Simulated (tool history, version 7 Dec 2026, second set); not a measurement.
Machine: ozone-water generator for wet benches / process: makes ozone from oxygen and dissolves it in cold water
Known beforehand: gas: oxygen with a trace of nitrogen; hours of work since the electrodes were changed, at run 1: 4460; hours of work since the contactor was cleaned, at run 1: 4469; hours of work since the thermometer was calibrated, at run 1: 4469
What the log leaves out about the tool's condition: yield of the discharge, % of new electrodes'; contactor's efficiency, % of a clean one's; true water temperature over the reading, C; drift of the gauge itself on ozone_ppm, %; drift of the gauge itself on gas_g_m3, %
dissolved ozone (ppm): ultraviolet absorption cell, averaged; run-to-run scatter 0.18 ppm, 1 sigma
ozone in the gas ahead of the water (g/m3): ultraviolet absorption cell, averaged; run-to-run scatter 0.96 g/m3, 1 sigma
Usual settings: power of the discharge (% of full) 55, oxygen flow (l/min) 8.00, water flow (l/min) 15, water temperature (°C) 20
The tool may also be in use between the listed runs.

run,hour,power of the discharge (% of full),oxygen flow (l/min),water flow (l/min),water temperature (°C),hours of work since the electrodes were changed,hours of work since the contactor was cleaned,hours of work since the thermometer was calibrated,dissolved ozone (ppm),ozone in the gas ahead of the water (g/m3)
1,0.0,55,8.00,15,20,4460,4469,4469,21.6,152.9
2,161.8,55,8.00,15,12,4599,4608,4608,25.0,151.8
# hour 295.5: water thermometer calibrated
# hour 329.4: contactor cleaned
3,333.6,55,8.00,15,12,4742,4,29,26.0,150.2
4,468.3,55,8.00,15,20,4857,119,145,22.2,148.9
5,637.0,55,8.00,15,17,5002,264,289,23.3,148.0
6,721.5,55,8.00,15,17,5074,336,362,23.3,148.2
7,904.4,56,8.00,15,17,5231,493,518,23.5,149.2
8,1074.0,61,8.00,15,17,5376,638,664,25.1,159.4
9,1200.6,55,8.00,11,20,5485,747,772,26.0,146.7
10,1315.8,55,8.00,11,20,5584,845,871,26.0,147.3
11,1495.1,55,8.00,11,17,5737,999,1025,27.4,145.4
12,1629.1,55,8.00,11,17,5852,1114,1139,27.1,147.0
13,1760.1,55,8.00,11,17,5964,1226,1252,27.3,146.3
14,1880.7,55,8.00,15,26,6068,1329,1355,18.8,146.3
15,1966.4,55,8.00,15,20,6141,1403,1428,21.4,146.0
16,2058.0,55,8.00,15,20,6220,1481,1507,21.1,147.2
17,2214.4,55,11.24,10,24,6354,1615,1641,21.7,122.6
18,2364.6,55,11.24,10,24,6482,1744,1770,22.1,123.4
19,2458.8,55,11.24,10,24,6563,1825,1850,21.6,121.0
20,2574.2,66,12.07,15,20,6662,1924,1949,22.3,135.3
21,2687.9,66,12.07,15,20,6759,2021,2047,22.4,135.7
22,2807.4,66,10.20,15,20,6862,2124,2149,22.8,146.9
23,2892.1,53,4.03,10,26,6934,2196,2222,25.0,194.1
24,3053.4,40,5.75,14,13,7073,2334,2360,19.9,131.7
25,3166.0,87,5.16,22,22,7169,2431,2456,21.6,252.7
26,3294.1,87,5.16,22,22,7279,2541,2566,21.5,249.6
27,3454.3,63,4.28,15,22,7416,2678,2703,23.0,211.3
28,3532.6,96,8.00,15,20,7483,2745,2771,31.4,215.2
29,3702.6,55,6.57,15,17,7629,2891,2916,21.8,155.7
30,3875.4,55,8.08,15,19,7777,3039,3064,20.6,139.4
31,3979.0,46,6.66,15,13,7866,3127,3153,20.6,133.7
32,4118.6,55,8.00,19,13,7986,3247,3273,19.7,139.5

Branching from run 32: 5 alternative next runs. What would each branch give?
A,4216.6,55,5.55,18,20,8069,3331,3357,?,?
B,4216.6,55,12.17,15,13,8069,3331,3357,?,?
C,4216.6,55,8.00,20,20,8069,3331,3357,?,?
D,4216.6,55,7.34,13,20,8069,3331,3357,?,?
E,4216.6,55,8.00,15,19,8069,3331,3357,?,?

run,dissolved ozone (ppm),ozone in the gas ahead of the water (g/m3)
A,17.9,165.1
B,22.0,114.1
C,16.3,140.1
D,22.0,146.0
E,20.4,140.6
With the hidden condition removed and each run's random variation left untouched, the same runs would have given:
run,dissolved ozone (ppm),ozone in the gas ahead of the water (g/m3)
A,21.6,194.8
B,26.5,134.5
C,19.8,165.2
D,26.5,171.9
E,24.6,165.8

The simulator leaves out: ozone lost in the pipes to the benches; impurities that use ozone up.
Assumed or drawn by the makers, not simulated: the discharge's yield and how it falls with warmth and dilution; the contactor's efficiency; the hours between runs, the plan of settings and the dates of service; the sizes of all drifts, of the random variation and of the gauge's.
